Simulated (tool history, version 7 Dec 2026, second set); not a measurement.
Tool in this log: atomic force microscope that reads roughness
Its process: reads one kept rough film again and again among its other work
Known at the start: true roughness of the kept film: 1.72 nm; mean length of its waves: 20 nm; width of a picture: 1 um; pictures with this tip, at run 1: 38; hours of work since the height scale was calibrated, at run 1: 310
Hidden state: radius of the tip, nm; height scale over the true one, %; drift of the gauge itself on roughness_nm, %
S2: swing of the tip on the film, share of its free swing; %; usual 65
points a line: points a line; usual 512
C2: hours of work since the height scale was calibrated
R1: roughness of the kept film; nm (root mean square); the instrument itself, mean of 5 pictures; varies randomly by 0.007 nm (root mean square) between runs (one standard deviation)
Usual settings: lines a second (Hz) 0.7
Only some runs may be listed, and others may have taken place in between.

Run 1, hour 0: usual settings; pictures with this tip 38; C2 310. Result: R1 1.241 nm (root mean square).
Run 2, hour 9.9: usual settings but points a line 317; pictures with this tip 49; C2 315. Result: R1 1.181 nm (root mean square).
Run 3, hour 26.1: usual settings but points a line 317; pictures with this tip 66; C2 323. Result: R1 1.133 nm (root mean square).
At hour 31.1: new tip fitted.
Run 4, hour 36.3: usual settings but points a line 317; pictures with this tip 6; C2 327. Result: R1 1.364 nm (root mean square).
Run 5, hour 49: usual settings but points a line 305; pictures with this tip 19; C2 334. Result: R1 1.316 nm (root mean square).
Run 6, hour 57.4: usual settings; pictures with this tip 28; C2 338. Result: R1 1.284 nm (root mean square).
Run 7, hour 68.8: usual settings; pictures with this tip 41; C2 343. Result: R1 1.247 nm (root mean square).
Run 8, hour 78.3: usual settings; pictures with this tip 51; C2 348. Result: R1 1.201 nm (root mean square).
Run 9, hour 87.3: usual settings but lines a second (Hz) 0.598; pictures with this tip 61; C2 352. Result: R1 1.168 nm (root mean square).
Run 10, hour 94.9: usual settings but lines a second (Hz) 0.598; pictures with this tip 69; C2 356. Result: R1 1.144 nm (root mean square).
At hour 97.6: new tip fitted.
Run 11, hour 111.6: usual settings but lines a second (Hz) 0.598; pictures with this tip 15; C2 364. Result: R1 1.339 nm (root mean square).
Run 12, hour 123.6: usual settings but lines a second (Hz) 0.598; pictures with this tip 28; C2 370. Result: R1 1.302 nm (root mean square).
Run 13, hour 138.9: usual settings but points a line 866; pictures with this tip 45; C2 378. Result: R1 1.227 nm (root mean square).
Run 14, hour 153.5: usual settings but points a line 866; pictures with this tip 61; C2 385. Result: R1 1.175 nm (root mean square).
Run 15, hour 162: usual settings but points a line 866; pictures with this tip 70; C2 389. Result: R1 1.148 nm (root mean square).
At hour 163.6: new tip fitted.
Run 16, hour 170.2: usual settings; pictures with this tip 7; C2 393. Result: R1 1.385 nm (root mean square).
Run 17, hour 183.6: usual settings; pictures with this tip 22; C2 399. Result: R1 1.298 nm (root mean square).
Run 18, hour 199.7: usual settings; pictures with this tip 39; C2 407. Result: R1 1.239 nm (root mean square).
Run 19, hour 207.8: usual settings but lines a second (Hz) 1.052; pictures with this tip 48; C2 411. Result: R1 1.202 nm (root mean square).
Run 20, hour 218.8: usual settings but lines a second (Hz) 1.904, S2 87 %, points a line 622; pictures with this tip 60; C2 417. Result: R1 1.01 nm (root mean square).
At hour 230.1: new tip fitted.
Run 21, hour 231.4: usual settings but lines a second (Hz) 1.904, S2 87 %, points a line 622; pictures with this tip 2; C2 423. Result: R1 1.229 nm (root mean square).
Run 22, hour 245.5: usual settings but points a line 344; pictures with this tip 17; C2 430. Result: R1 1.31 nm (root mean square).
Run 23, hour 259.9: usual settings but points a line 344; pictures with this tip 32; C2 437. Result: R1 1.245 nm (root mean square).
Run 24, hour 269.8: usual settings but points a line 344; pictures with this tip 43; C2 442. Result: R1 1.197 nm (root mean square).
Run 25, hour 284.6: usual settings but lines a second (Hz) 0.695, points a line 561; pictures with this tip 59; C2 449. Result: R1 1.154 nm (root mean square).

Expected results for the next run?
At hour 295.8: new tip fitted.
Run 26, hour 300.6: usual settings but lines a second (Hz) 1.651, S2 79 %, points a line 280; pictures with this tip 5; C2 456. Result: R1 ?.

R1: 1.268 nm (root mean square)
The same run, on a tool lacking any hidden state, would have yielded R1 1.296 nm (root mean square).
